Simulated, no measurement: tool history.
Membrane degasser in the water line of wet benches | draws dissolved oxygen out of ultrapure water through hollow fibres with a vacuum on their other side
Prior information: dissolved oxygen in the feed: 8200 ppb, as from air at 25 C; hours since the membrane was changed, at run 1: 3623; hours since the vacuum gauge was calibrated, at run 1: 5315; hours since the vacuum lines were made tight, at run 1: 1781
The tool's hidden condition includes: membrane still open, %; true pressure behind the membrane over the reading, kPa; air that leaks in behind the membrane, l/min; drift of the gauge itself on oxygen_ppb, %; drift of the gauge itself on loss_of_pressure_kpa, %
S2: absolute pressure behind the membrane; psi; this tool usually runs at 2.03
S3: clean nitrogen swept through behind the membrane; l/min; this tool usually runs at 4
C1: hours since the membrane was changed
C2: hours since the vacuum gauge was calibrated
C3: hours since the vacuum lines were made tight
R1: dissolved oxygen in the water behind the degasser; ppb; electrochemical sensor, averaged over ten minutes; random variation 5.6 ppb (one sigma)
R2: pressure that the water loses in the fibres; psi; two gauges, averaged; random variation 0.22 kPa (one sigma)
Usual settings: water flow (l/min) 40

run 1 hour=0 | water_flow_(l/min)=40 S2=2.03 S3=4 | C1=3623 C2=5315 C3=1781 | R1=582.8 R2=8.155
run 2 hour=62 | water_flow_(l/min)=40 S2=2.03 S3=4 | C1=3685 C2=5377 C3=1843 | R1=572.8 R2=8.166
run 3 hour=149.7 | water_flow_(l/min)=40 S2=2.03 S3=4 | C1=3773 C2=5465 C3=1931 | R1=579.7 R2=8.161
run 4 hour=212.7 | water_flow_(l/min)=40 S2=2.03 S3=4 | C1=3836 C2=5528 C3=1994 | R1=586.9 R2=8.163
run 5 hour=264.5 | water_flow_(l/min)=40 S2=2.03 S3=4 | C1=3887 C2=5580 C3=2045 | R1=574.9 R2=8.17
run 6 hour=340.7 | water_flow_(l/min)=40 S2=2.03 S3=4 | C1=3964 C2=5656 C3=2122 | R1=580.3 R2=8.142
run 7 hour=425.8 | water_flow_(l/min)=40 S2=1.81 S3=4 | C1=4049 C2=5741 C3=2207 | R1=544.4 R2=8.161
run 8 hour=466.5 | water_flow_(l/min)=40 S2=1.81 S3=4 | C1=4089 C2=5782 C3=2248 | R1=556.1 R2=8.176
run 9 hour=546 | water_flow_(l/min)=40 S2=2.03 S3=4 | C1=4169 C2=5861 C3=2327 | R1=591.6 R2=8.138
run 10 hour=588.4 | water_flow_(l/min)=40 S2=2.03 S3=4 | C1=4211 C2=5904 C3=2369 | R1=585.6 R2=8.256
run 11 hour=642.4 | water_flow_(l/min)=40 S2=2.03 S3=4 | C1=4265 C2=5958 C3=2423 | R1=576.4 R2=8.186
run 12 hour=730.9 | water_flow_(l/min)=40 S2=2.03 S3=4 | C1=4354 C2=6046 C3=2512 | R1=589.3 R2=8.182
run 13 hour=815.3 | water_flow_(l/min)=40 S2=2.03 S3=4 | C1=4438 C2=6131 C3=2596 | R1=585.1 R2=8.219
run 14 hour=887.9 | water_flow_(l/min)=40 S2=2.03 S3=4 | C1=4511 C2=6203 C3=2669 | R1=590.5 R2=8.24
run 15 hour=969.2 | water_flow_(l/min)=40 S2=2.03 S3=4 | C1=4592 C2=6284 C3=2750 | R1=574.6 R2=8.248
run 16 hour=1053.9 | water_flow_(l/min)=40 S2=2.03 S3=6.33 | C1=4677 C2=6369 C3=2835 | R1=506.4 R2=8.228
run 17 hour=1124.8 | water_flow_(l/min)=40 S2=2.03 S3=6.33 | C1=4748 C2=6440 C3=2906 | R1=506.1 R2=8.196
-- hour=1178.2 vacuum gauge calibrated
run 18 hour=1178.2 | water_flow_(l/min)=40 S2=2.03 S3=6.33 | C1=4801 C2=0 C3=2959 | R1=515.1 R2=8.212
run 19 hour=1258.7 | water_flow_(l/min)=40 S2=2.03 S3=6.33 | C1=4881 C2=80 C3=3039 | R1=499.6 R2=8.227
run 20 hour=1311.3 | water_flow_(l/min)=40 S2=2.03 S3=6.33 | C1=4934 C2=133 C3=3092 | R1=496.2 R2=8.244
run 21 hour=1395.5 | water_flow_(l/min)=32 S2=1.73 S3=3.62 | C1=5018 C2=217 C3=3176 | R1=436.7 R2=6.609
run 22 hour=1464 | water_flow_(l/min)=44 S2=1.39 S3=1.61 | C1=5086 C2=286 C3=3244 | R1=735.8 R2=9.095
run 23 hour=1554.9 | water_flow_(l/min)=61 S2=2.03 S3=4.95 | C1=5177 C2=377 C3=3335 | R1=821.4 R2=12.624
run 24 hour=1613.5 | water_flow_(l/min)=61 S2=2.03 S3=4.95 | C1=5236 C2=435 C3=3394 | R1=832.5 R2=12.611
run 25 hour=1703.6 | water_flow_(l/min)=42 S2=2.52 S3=4 | C1=5326 C2=525 C3=3484 | R1=689.6 R2=8.672
run 26 hour=1744.5 | water_flow_(l/min)=30 S2=4.18 S3=2.18 | C1=5367 C2=566 C3=3525 | R1=958.4 R2=6.209
run 27 hour=1828.9 | water_flow_(l/min)=29 S2=1.49 S3=2.18 | C1=5451 C2=651 C3=3609 | R1=437.4 R2=5.981
run 28 hour=1890.9 | water_flow_(l/min)=29 S2=1.49 S3=2.18 | C1=5513 C2=713 C3=3671 | R1=440 R2=6.034
run 29 hour=1966.3 | water_flow_(l/min)=34 S2=2.03 S3=4 | C1=5589 C2=788 C3=3747 | R1=493 R2=7.055
run 30 hour=2044.9 | water_flow_(l/min)=27 S2=2.74 S3=2.47 | C1=5667 C2=867 C3=3825 | R1=586.3 R2=5.613
run 31 hour=2083.5 | water_flow_(l/min)=37 S2=2.25 S3=4 | C1=5706 C2=905 C3=3864 | R1=568.8 R2=7.652

Selected run-to-run steps in R1, each split into two signed amounts: the part the tool would show with no hidden state at all (from settings, incoming material and random variation), and the remainder, which goes to the hidden state together with any gauge scatter not common to the measured and the hidden-state-free results:
Run 21 -> 22: water flow (l/min) 32 -> 44, S2 1.73 -> 1.39, S3 3.62 -> 1.61. R1 +299.1 ppb: hidden state +7.2, all else +291.9.
Run 22 -> 23: water flow (l/min) 44 -> 61, S2 1.39 -> 2.03, S3 1.61 -> 4.95. R1 +85.6 ppb: hidden state +8.8, all else +76.8.
Run 24 -> 25: water flow (l/min) 61 -> 42, S2 2.03 -> 2.52, S3 4.95 -> 4. R1 -142.9 ppb: hidden state -9.4, all else -133.5.
Run 25 -> 26: water flow (l/min) 42 -> 30, S2 2.52 -> 4.18, S3 4 -> 2.18. R1 +268.8 ppb: hidden state -8.8, all else +277.6.
Run 26 -> 27: water flow (l/min) 30 -> 29, S2 4.18 -> 1.49. R1 -521 ppb: hidden state +0.7, all else -521.7.

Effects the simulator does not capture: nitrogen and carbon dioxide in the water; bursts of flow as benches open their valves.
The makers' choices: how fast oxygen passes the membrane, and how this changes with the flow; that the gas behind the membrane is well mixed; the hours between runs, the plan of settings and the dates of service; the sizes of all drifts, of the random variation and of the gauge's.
